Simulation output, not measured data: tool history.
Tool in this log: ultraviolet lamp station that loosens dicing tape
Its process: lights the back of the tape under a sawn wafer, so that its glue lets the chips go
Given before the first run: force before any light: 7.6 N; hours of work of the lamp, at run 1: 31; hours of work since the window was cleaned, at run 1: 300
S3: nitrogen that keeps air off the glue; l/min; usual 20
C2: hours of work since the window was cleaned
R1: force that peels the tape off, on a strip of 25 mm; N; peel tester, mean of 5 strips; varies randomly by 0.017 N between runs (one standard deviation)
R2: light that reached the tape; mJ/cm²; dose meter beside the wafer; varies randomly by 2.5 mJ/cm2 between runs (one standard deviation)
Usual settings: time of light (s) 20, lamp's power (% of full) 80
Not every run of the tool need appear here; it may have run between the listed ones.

Run 1, day 0.000: usual settings; hours of work of the lamp 31; C2 300. Result: R1 1.056 N, R2 249 mJ/cm².
Run 2, day 0.542: usual settings but time of light (s) 39; hours of work of the lamp 37; C2 306. Result: R1 0.229 N, R2 482 mJ/cm².
Run 3, day 1.050: usual settings but time of light (s) 12; hours of work of the lamp 43; C2 312. Result: R1 2.272 N, R2 147 mJ/cm².
At day 1.183: window cleaned of glue's vapour.
Run 4, day 1.396: usual settings but time of light (s) 27; hours of work of the lamp 47; C2 2. Result: R1 0.417 N, R2 378 mJ/cm².
Run 5, day 1.917: usual settings but lamp's power (% of full) 63; hours of work of the lamp 53; C2 8. Result: R1 1.264 N, R2 220 mJ/cm².
Run 6, day 2.275: usual settings but S3 17 l/min; hours of work of the lamp 57; C2 13. Result: R1 0.932 N, R2 280 mJ/cm².
Run 7, day 2.533: usual settings but lamp's power (% of full) 99; hours of work of the lamp 60; C2 15. Result: R1 0.550 N, R2 344 mJ/cm².
Run 8, day 2.833: usual settings but lamp's power (% of full) 99; hours of work of the lamp 63; C2 19. Result: R1 0.512 N, R2 344 mJ/cm².
Run 9, day 3.188: usual settings but lamp's power (% of full) 68; hours of work of the lamp 67; C2 23. Result: R1 1.183 N, R2 237 mJ/cm².
Run 10, day 3.642: usual settings but S3 34 l/min; hours of work of the lamp 72; C2 28. Result: R1 0.677 N, R2 276 mJ/cm².
Run 11, day 4.117: usual settings; hours of work of the lamp 78; C2 34. Result: R1 0.856 N, R2 281 mJ/cm².
Run 12, day 4.600: usual settings; hours of work of the lamp 83; C2 39. Result: R1 0.896 N, R2 276 mJ/cm².
Run 13, day 4.854: usual settings; hours of work of the lamp 86; C2 42. Result: R1 0.860 N, R2 273 mJ/cm².
Run 14, day 5.217: usual settings; hours of work of the lamp 90; C2 46. Result: R1 0.900 N, R2 270 mJ/cm².
Run 15, day 5.696: usual settings but S3 14 l/min; hours of work of the lamp 96; C2 52. Result: R1 1.121 N, R2 273 mJ/cm².
Run 16, day 6.225: usual settings; hours of work of the lamp 102; C2 58. Result: R1 0.882 N, R2 273 mJ/cm².
Run 17, day 6.525: usual settings but time of light (s) 23; hours of work of the lamp 105; C2 61. Result: R1 0.641 N, R2 314 mJ/cm².
Run 18, day 7.008: usual settings but time of light (s) 19, lamp's power (% of full) 75, S3 34 l/min; hours of work of the lamp 111; C2 67. Result: R1 0.873 N, R2 243 mJ/cm².
Run 19, day 7.338: usual settings but time of light (s) 19, lamp's power (% of full) 75, S3 34 l/min; hours of work of the lamp 115; C2 70. Result: R1 0.879 N, R2 239 mJ/cm².
Run 20, day 7.792: usual settings but time of light (s) 19, lamp's power (% of full) 75, S3 34 l/min; hours of work of the lamp 120; C2 76. Result: R1 0.899 N, R2 241 mJ/cm².
Run 21, day 8.350: usual settings but time of light (s) 13, lamp's power (% of full) 60, S3 34 l/min; hours of work of the lamp 126; C2 82. Result: R1 2.299 N, R2 128 mJ/cm².
Run 22, day 8.838: usual settings but time of light (s) 37, lamp's power (% of full) 98, S3 7 l/min; hours of work of the lamp 132; C2 87. Result: R1 0.294 N, R2 603 mJ/cm².
Run 23, day 9.183: usual settings but time of light (s) 18, lamp's power (% of full) 77, S3 22 l/min; hours of work of the lamp 136; C2 91. Result: R1 1.146 N, R2 233 mJ/cm².
Run 24, day 9.617: usual settings but time of light (s) 22, lamp's power (% of full) 72, S3 19 l/min; hours of work of the lamp 141; C2 96. Result: R1 0.990 N, R2 260 mJ/cm².
Run 25, day 9.958: usual settings but time of light (s) 22, lamp's power (% of full) 72, S3 19 l/min; hours of work of the lamp 145; C2 100. Result: R1 0.977 N, R2 263 mJ/cm².
Run 26, day 10.342: usual settings but time of light (s) 22, lamp's power (% of full) 72, S3 19 l/min; hours of work of the lamp 149; C2 105. Result: R1 0.993 N, R2 261 mJ/cm².
Run 27, day 10.654: usual settings but time of light (s) 12, S3 17 l/min; hours of work of the lamp 153; C2 108. Result: R1 2.255 N, R2 159 mJ/cm².
Run 28, day 11.158: usual settings but time of light (s) 12, lamp's power (% of full) 86, S3 6 l/min; hours of work of the lamp 158; C2 114. Result: R1 2.972 N, R2 172 mJ/cm².

Run 29, settings as shown, results not yet in. Your forecast:
Run 29, day 11.671: usual settings but time of light (s) 12, lamp's power (% of full) 86, S3 13 l/min; hours of work of the lamp 164; C2 120. Result: R1 ?, R2 ?.

R1: 2.330 N
R2: 168 mJ/cm²
Without the tool's hidden state the same run would have given R1 2.102 N, R2 183 mJ/cm².

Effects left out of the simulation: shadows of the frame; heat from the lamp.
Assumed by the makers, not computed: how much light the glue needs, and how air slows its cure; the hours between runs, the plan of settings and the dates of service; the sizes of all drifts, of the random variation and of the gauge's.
